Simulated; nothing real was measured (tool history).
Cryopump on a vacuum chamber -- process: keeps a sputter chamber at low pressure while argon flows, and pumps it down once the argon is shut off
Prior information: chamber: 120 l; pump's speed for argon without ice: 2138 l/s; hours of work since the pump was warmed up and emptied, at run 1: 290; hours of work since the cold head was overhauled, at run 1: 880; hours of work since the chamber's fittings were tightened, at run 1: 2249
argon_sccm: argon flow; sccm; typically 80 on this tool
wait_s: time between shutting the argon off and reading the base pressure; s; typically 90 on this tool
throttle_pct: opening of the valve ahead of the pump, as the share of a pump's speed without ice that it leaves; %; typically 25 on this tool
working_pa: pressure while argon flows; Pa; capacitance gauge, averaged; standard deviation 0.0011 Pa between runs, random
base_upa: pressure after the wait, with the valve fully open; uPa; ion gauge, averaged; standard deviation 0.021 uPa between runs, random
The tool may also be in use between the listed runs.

run    hour  argon_sccm  wait_s  throttle_pct  hours of work since the pump was warmed up and emptied  hours of work since the cold head was overhauled  hours of work since the chamber's fittings were tightened  working_pa  base_upa
  1       0          80      90            25                                                     290                                               880                                                       2249      0.2587      0.67
  2    61.2          80      90            25                                                     322                                               912                                                       2281      0.2579      0.71
  3   105.7          80      90            25                                                     345                                               935                                                       2304      0.2606      0.69
  4   160.5          80      90            44                                                     374                                               963                                                       2332      0.1511      0.74
  5   232.4          80      90            44                                                     411                                              1000                                                       2369      0.1539      0.74
  6     304          80      90            44                                                     448                                              1037                                                       2406      0.1546      0.77
  7     376          63      90            25                                                     485                                              1074                                                       2444      0.2059       0.8
  8   422.7          63      90            25                                                     509                                              1099                                                       2468      0.2087      0.74
  9   462.8          63      90            25                                                     530                                              1119                                                       2489      0.2082      0.76
 10     502          63      90            25                                                     550                                              1140                                                       2509      0.2072      0.78
      524.3  -- pump warmed up, emptied and cooled again
 11   575.6          80      90            25                                                      27                                              1175                                                       2544      0.2544      0.72
 12     613          80      90            25                                                      46                                              1194                                                       2564      0.2562       0.7
 13   662.5          80      61            25                                                      71                                              1220                                                       2589       0.254      0.76
 14   710.3          80      90            16                                                      96                                              1245                                                       2614      0.3968      0.72
 15   744.7          80      90            25                                                     114                                              1263                                                       2632      0.2537      0.73
 16   803.1          80      40            25                                                     144                                              1293                                                       2662      0.2564      1.01
 17     843          80      40            25                                                     165                                              1313                                                       2683      0.2572         1
 18   893.3          53      73            25                                                     191                                              1339                                                       2709      0.1709      0.79
 19   964.1          53      73            25                                                     227                                              1376                                                       2745       0.173      0.81
 20  1027.9         124      73            22                                                     260                                              1409                                                       2778      0.4554      0.84
     1057.8  -- leaking fittings of the chamber tightened, without venting
 21  1090.3         124      73            22                                                     292                                              1440                                                         17      0.4546       0.4
 22  1142.5          45      58            24                                                     319                                              1467                                                         44       0.153      0.48
 23  1176.1          45     207            47                                                     336                                              1485                                                         61      0.0805      0.28
 24  1244.6          98      24            15                                                     372                                              1520                                                         97      0.5293       0.9
 25  1284.1         108      24            15                                                     392                                              1541                                                        117       0.584      0.87
 26  1354.4          52      90            17                                                     428                                              1577                                                        153      0.2482      0.39
 27  1425.5          52      90            17                                                     465                                              1614                                                        190      0.2484      0.37
 28    1459          39      93            42                                                     482                                              1631                                                        207      0.0796      0.38
 29  1525.8          73      22            25                                                     517                                              1666                                                        242      0.2425      0.98
 30  1569.8          73      22            25                                                     540                                              1688                                                        265      0.2401      0.96
     1616.1  -- pump warmed up, emptied and cooled again
 31  1622.7         113      21            52                                                       3                                              1713                                                        290      0.1742      1.01
 32  1662.5          80      90            17                                                      24                                              1734                                                        310      0.3731       0.4
 33  1732.7          73      26            32                                                      60                                              1770                                                        346      0.1833      0.84

Per-run results on a tool with no hidden state, each run keeping its own random variation:
Unlogged tool condition in this case: pump's speed, % of a pump's without ice; cold plate's temperature, K; leak into the chamber, uPa l/s; drift of the gauge itself on working_pa, %; drift of the gauge itself on base_upa, %.
run  working_pa  base_upa
  1      0.2526      0.29
  2      0.2512      0.32
  3      0.2533       0.3
  4      0.1431      0.34
  5      0.1451      0.33
  6      0.1451      0.33
  7      0.1978      0.35
  8      0.2001       0.3
  9      0.1992      0.31
 10      0.1979      0.32
 11      0.2527      0.33
 12      0.2542      0.33
 13      0.2516      0.38
 14      0.3938      0.32
 15      0.2503      0.32
 16      0.2524      0.59
 17      0.2529      0.58
 18      0.1676      0.36
 19      0.1693      0.36
 20      0.4456      0.38
 21      0.4439      0.38
 22      0.1488      0.46
 23      0.0761      0.25
 24      0.5188      0.87
 25      0.5719      0.83
 26      0.2419      0.34
 27      0.2415      0.32
 28      0.0742      0.32
 29      0.2318      0.91
 30      0.2289      0.88
 31      0.1712      0.96
 32      0.3707      0.35
 33      0.1804      0.78
